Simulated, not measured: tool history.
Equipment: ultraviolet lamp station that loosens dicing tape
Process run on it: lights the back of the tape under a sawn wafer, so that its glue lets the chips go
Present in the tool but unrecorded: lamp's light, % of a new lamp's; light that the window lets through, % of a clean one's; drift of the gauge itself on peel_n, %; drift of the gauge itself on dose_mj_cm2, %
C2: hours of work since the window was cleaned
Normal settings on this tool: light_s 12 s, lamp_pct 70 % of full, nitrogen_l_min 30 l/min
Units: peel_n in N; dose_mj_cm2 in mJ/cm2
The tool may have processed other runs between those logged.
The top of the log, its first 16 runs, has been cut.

run 17 hour=101.9 | light_s=19 lamp_pct=81 nitrogen_l_min=30 | hours_of_work_of_the_lamp=268 C2=161 | peel_n=0.193 dose_mj_cm2=754
run 18 hour=110.4 | light_s=17 lamp_pct=89 nitrogen_l_min=30 | hours_of_work_of_the_lamp=274 C2=168 | peel_n=0.175 dose_mj_cm2=739
run 19 hour=117.2 | light_s=7 lamp_pct=77 nitrogen_l_min=37 | hours_of_work_of_the_lamp=279 C2=172 | peel_n=1.225 dose_mj_cm2=266
run 20 hour=123.4 | light_s=9 lamp_pct=70 nitrogen_l_min=30 | hours_of_work_of_the_lamp=283 C2=177 | peel_n=1.036 dose_mj_cm2=313
run 21 hour=128.5 | light_s=8 lamp_pct=75 nitrogen_l_min=30 | hours_of_work_of_the_lamp=287 C2=180 | peel_n=1.185 dose_mj_cm2=292
run 22 hour=134.2 | light_s=9 lamp_pct=69 nitrogen_l_min=10 | hours_of_work_of_the_lamp=291 C2=184 | peel_n=1.788 dose_mj_cm2=304
run 23 hour=138.3 | light_s=15 lamp_pct=65 nitrogen_l_min=25 | hours_of_work_of_the_lamp=294 C2=187 | peel_n=0.574 dose_mj_cm2=481
run 24 hour=144.0 | light_s=18 lamp_pct=65 nitrogen_l_min=43 | hours_of_work_of_the_lamp=298 C2=192 | peel_n=0.261 dose_mj_cm2=576
run 25 hour=150.3 | light_s=18 lamp_pct=65 nitrogen_l_min=43 | hours_of_work_of_the_lamp=302 C2=196 | peel_n=0.260 dose_mj_cm2=572
run 26 hour=156.8 | light_s=6 lamp_pct=84 nitrogen_l_min=13 | hours_of_work_of_the_lamp=307 C2=201 | peel_n=1.955 dose_mj_cm2=246
run 27 hour=161.3 | light_s=6 lamp_pct=93 nitrogen_l_min=10 | hours_of_work_of_the_lamp=310 C2=204 | peel_n=2.059 dose_mj_cm2=271
run 28 hour=165.5 | light_s=18 lamp_pct=71 nitrogen_l_min=21 | hours_of_work_of_the_lamp=313 C2=207 | peel_n=0.355 dose_mj_cm2=629
run 29 hour=170.3 | light_s=11 lamp_pct=70 nitrogen_l_min=30 | hours_of_work_of_the_lamp=317 C2=210 | peel_n=0.797 dose_mj_cm2=382
run 30 hour=174.3 | light_s=21 lamp_pct=80 nitrogen_l_min=58 | hours_of_work_of_the_lamp=320 C2=213 | peel_n=0.120 dose_mj_cm2=822

4 ways to go on from here, each from the tool as it stands after run 30. What would each give?
run A hour=182.2 | light_s=17 lamp_pct=78 nitrogen_l_min=30 | hours_of_work_of_the_lamp=325 C2=219 | peel_n=? dose_mj_cm2=?
run B hour=182.2 | light_s=21 lamp_pct=71 nitrogen_l_min=33 | hours_of_work_of_the_lamp=325 C2=219 | peel_n=? dose_mj_cm2=?
run C hour=182.2 | light_s=21 lamp_pct=80 nitrogen_l_min=42 | hours_of_work_of_the_lamp=325 C2=219 | peel_n=? dose_mj_cm2=?
run D hour=182.2 | light_s=21 lamp_pct=63 nitrogen_l_min=21 | hours_of_work_of_the_lamp=325 C2=219 | peel_n=? dose_mj_cm2=?

run=A peel_n=0.239 dose_mj_cm2=655
run=B peel_n=0.179 dose_mj_cm2=729
run=C peel_n=0.126 dose_mj_cm2=819
run=D peel_n=0.321 dose_mj_cm2=654
Had the tool no hidden state, the same runs would have come out as:
run=A peel_n=0.238 dose_mj_cm2=657
run=B peel_n=0.178 dose_mj_cm2=731
run=C peel_n=0.126 dose_mj_cm2=821
run=D peel_n=0.320 dose_mj_cm2=655
